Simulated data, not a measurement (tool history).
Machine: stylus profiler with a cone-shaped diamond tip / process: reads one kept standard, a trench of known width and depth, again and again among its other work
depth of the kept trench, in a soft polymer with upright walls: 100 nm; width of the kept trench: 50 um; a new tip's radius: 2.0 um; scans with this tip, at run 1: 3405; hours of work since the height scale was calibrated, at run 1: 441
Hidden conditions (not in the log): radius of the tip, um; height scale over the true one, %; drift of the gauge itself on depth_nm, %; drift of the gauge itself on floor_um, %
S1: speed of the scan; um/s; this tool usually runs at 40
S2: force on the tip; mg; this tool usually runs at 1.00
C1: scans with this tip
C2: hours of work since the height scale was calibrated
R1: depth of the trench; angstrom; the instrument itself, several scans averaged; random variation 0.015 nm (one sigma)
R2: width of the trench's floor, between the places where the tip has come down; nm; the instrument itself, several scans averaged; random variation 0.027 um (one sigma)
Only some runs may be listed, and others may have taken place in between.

run	hour	S1	S2	C1	C2	R1	R2
1	0.0	40	1.00	3405	441	1010.1	48260
2	51.6	40	1.00	3672	475	1009.8	48290
3	108.1	40	1.88	3963	513	1014.8	48370
4	162.0	40	1.88	4242	549	1015.0	48360
5	212.4	40	1.00	4502	583	1010.2	48210
6	279.2	67	1.00	4847	627	1010.3	48000
7	352.9	67	1.00	5228	677	1010.2	48050
8	442.7	67	1.00	5692	737	1010.5	48000
9	516.1	67	1.00	6071	786	1010.5	47930
10	605.1	67	1.00	6531	845	1010.6	47960
11	697.4	67	1.00	7008	907	1010.5	47980
12	774.4	40	1.00	7405	958	1010.9	48180
13	885.0	40	0.48	7977	1032	1007.2	48030
14	953.5	40	0.48	8331	1078	1007.1	48020
15	1026.7	40	0.48	8709	1127	1007.2	48050
16	1114.1	40	0.39	9161	1186	1006.6	47960
17	1171.9	75	1.00	9459	1224	1011.3	47850
18	1261.0	75	1.00	9919	1284	1011.4	47810
19	1336.6	40	0.67	10310	1334	1009.1	48050
20	1400.6	51	1.00	10641	1377	1011.8	48050
21	1454.1	51	1.00	10917	1413	1011.6	47990
22	1508.6	13	0.34	11198	1449	1006.8	48280
23	1559.6	151	2.95	11462	1483	1021.3	47710
24	1636.2	151	2.95	11858	1535	1021.4	47670
25	1726.0	15	1.08	12322	1595	1012.3	48300
26	1825.5	15	0.44	12836	1661	1007.8	48210

Estimate the outcome of run 27 from the log above:
27	1906.2	15	0.44	13253	1715	?	?

{"run 27": {"R1": 1008.3, "R2": 48130}}
With the hidden condition absent and the run-to-run variation left alone, this run would have shown R1 1005.5 angstrom, R2 48440 nm.
